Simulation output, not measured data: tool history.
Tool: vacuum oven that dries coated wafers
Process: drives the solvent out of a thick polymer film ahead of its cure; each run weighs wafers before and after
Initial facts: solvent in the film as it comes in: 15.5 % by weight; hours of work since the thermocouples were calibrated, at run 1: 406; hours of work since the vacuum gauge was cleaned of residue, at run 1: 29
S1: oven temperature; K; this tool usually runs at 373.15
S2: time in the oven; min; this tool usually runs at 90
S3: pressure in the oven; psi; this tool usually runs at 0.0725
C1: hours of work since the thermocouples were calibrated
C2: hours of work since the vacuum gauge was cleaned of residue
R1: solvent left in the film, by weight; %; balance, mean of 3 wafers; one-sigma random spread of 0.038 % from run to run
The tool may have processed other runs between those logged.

run 1 hour=0.0 | S1=373.15 S2=90 S3=0.0725 | C1=406 C2=29 | R1=2.02
run 2 hour=12.9 | S1=373.15 S2=90 S3=0.0716 | C1=414 C2=37 | R1=2.00
run 3 hour=26.5 | S1=373.15 S2=54 S3=0.0716 | C1=421 C2=44 | R1=4.04
run 4 hour=36.3 | S1=373.15 S2=90 S3=0.0624 | C1=427 C2=50 | R1=2.00
run 5 hour=49.0 | S1=373.15 S2=90 S3=0.0624 | C1=434 C2=57 | R1=1.95
run 6 hour=58.6 | S1=386.15 S2=90 S3=0.0725 | C1=439 C2=62 | R1=0.61
run 7 hour=67.9 | S1=386.15 S2=90 S3=0.0725 | C1=444 C2=67 | R1=0.64
run 8 hour=77.4 | S1=386.15 S2=90 S3=0.0725 | C1=449 C2=73 | R1=0.64
run 9 hour=89.2 | S1=373.15 S2=90 S3=0.0725 | C1=456 C2=79 | R1=1.99
run 10 hour=102.1 | S1=366.15 S2=90 S3=0.0725 | C1=463 C2=86 | R1=3.37
run 11 hour=111.8 | S1=366.15 S2=90 S3=0.0725 | C1=469 C2=92 | R1=3.40
run 12 hour=121.8 | S1=374.15 S2=90 S3=0.0725 | C1=474 C2=97 | R1=1.91
run 13 hour=135.4 | S1=374.15 S2=90 S3=0.0725 | C1=482 C2=105 | R1=1.88
run 14 hour=142.1 | S1=373.15 S2=90 S3=0.0725 | C1=486 C2=109 | R1=1.96
run 15 hour=153.2 | S1=373.15 S2=90 S3=0.0725 | C1=492 C2=115 | R1=2.01
run 16 hour=165.7 | S1=373.15 S2=90 S3=0.0725 | C1=499 C2=122 | R1=1.92
run 17 hour=174.9 | S1=373.15 S2=90 S3=0.0725 | C1=504 C2=127 | R1=1.99
run 18 hour=183.5 | S1=373.15 S2=90 S3=0.0725 | C1=509 C2=132 | R1=2.00
run 19 hour=193.1 | S1=373.15 S2=90 S3=0.0725 | C1=514 C2=137 | R1=1.98
run 20 hour=202.4 | S1=373.15 S2=90 S3=0.0834 | C1=519 C2=142 | R1=2.09
run 21 hour=213.2 | S1=373.15 S2=90 S3=0.0596 | C1=525 C2=148 | R1=1.94
run 22 hour=222.3 | S1=373.15 S2=90 S3=0.0596 | C1=530 C2=153 | R1=2.02
run 23 hour=235.1 | S1=373.15 S2=106 S3=0.1130 | C1=537 C2=160 | R1=1.82
run 24 hour=248.4 | S1=377.15 S2=89 S3=0.2872 | C1=545 C2=168 | R1=2.57
run 25 hour=256.8 | S1=384.15 S2=95 S3=0.0725 | C1=549 C2=173 | R1=0.68
run 26 hour=268.0 | S1=359.15 S2=146 S3=0.0693 | C1=556 C2=179 | R1=2.99
run 27 hour=276.4 | S1=359.15 S2=146 S3=0.0693 | C1=560 C2=183 | R1=2.87
run 28 hour=284.2 | S1=359.15 S2=64 S3=0.2110 | C1=565 C2=188 | R1=7.48
run 29 hour=292.3 | S1=359.15 S2=64 S3=0.2110 | C1=569 C2=192 | R1=7.46
run 30 hour=299.1 | S1=382.15 S2=119 S3=0.0725 | C1=573 C2=196 | R1=0.51
run 31 hour=309.9 | S1=360.15 S2=95 S3=0.0461 | C1=579 C2=202 | R1=4.22
run 32 hour=317.5 | S1=373.15 S2=67 S3=0.2160 | C1=583 C2=206 | R1=3.87
run 33 hour=326.7 | S1=388.15 S2=90 S3=0.1104 | C1=588 C2=211 | R1=0.64
run 34 hour=338.2 | S1=360.15 S2=66 S3=0.0725 | C1=595 C2=218 | R1=6.01
run 35 hour=351.9 | S1=361.15 S2=90 S3=0.0725 | C1=602 C2=226 | R1=4.52
run 36 hour=357.9 | S1=377.15 S2=85 S3=0.0725 | C1=606 C2=229 | R1=1.62
run 37 hour=366.0 | S1=377.15 S2=126 S3=0.0479 | C1=610 C2=233 | R1=0.66
run 38 hour=375.3 | S1=373.15 S2=73 S3=0.0553 | C1=615 C2=239 | R1=2.65
run 39 hour=382.5 | S1=373.15 S2=73 S3=0.0553 | C1=619 C2=243 | R1=2.54
run 40 hour=394.2 | S1=388.15 S2=72 S3=0.0592 | C1=626 C2=249 | R1=0.76
run 41 hour=400.1 | S1=366.15 S2=62 S3=0.1199 | C1=629 C2=252 | R1=5.22
run 42 hour=412.2 | S1=366.15 S2=62 S3=0.1199 | C1=636 C2=259 | R1=5.16
run 43 hour=425.7 | S1=373.15 S2=46 S3=0.1542 | C1=644 C2=267 | R1=4.98

The logged runs with the hidden state left out (each run's random variation unchanged):
Hidden state at play: true wafer temperature over the reading, C; true pressure over the reading, kPa; drift of the gauge itself on solvent_pct, %.
run=1 R1=2.13
run=2 R1=2.11
run=3 R1=4.19
run=4 R1=2.11
run=5 R1=2.06
run=6 R1=0.65
run=7 R1=0.68
run=8 R1=0.68
run=9 R1=2.11
run=10 R1=3.53
run=11 R1=3.56
run=12 R1=2.02
run=13 R1=2.00
run=14 R1=2.09
run=15 R1=2.14
run=16 R1=2.05
run=17 R1=2.12
run=18 R1=2.13
run=19 R1=2.11
run=20 R1=2.22
run=21 R1=2.07
run=22 R1=2.16
run=23 R1=1.94
run=24 R1=2.71
run=25 R1=0.73
run=26 R1=3.17
run=27 R1=3.05
run=28 R1=7.70
run=29 R1=7.69
run=30 R1=0.54
run=31 R1=4.43
run=32 R1=4.08
run=33 R1=0.68
run=34 R1=6.23
run=35 R1=4.75
run=36 R1=1.75
run=37 R1=0.71
run=38 R1=2.84
run=39 R1=2.72
run=40 R1=0.83
run=41 R1=5.46
run=42 R1=5.41
run=43 R1=5.22
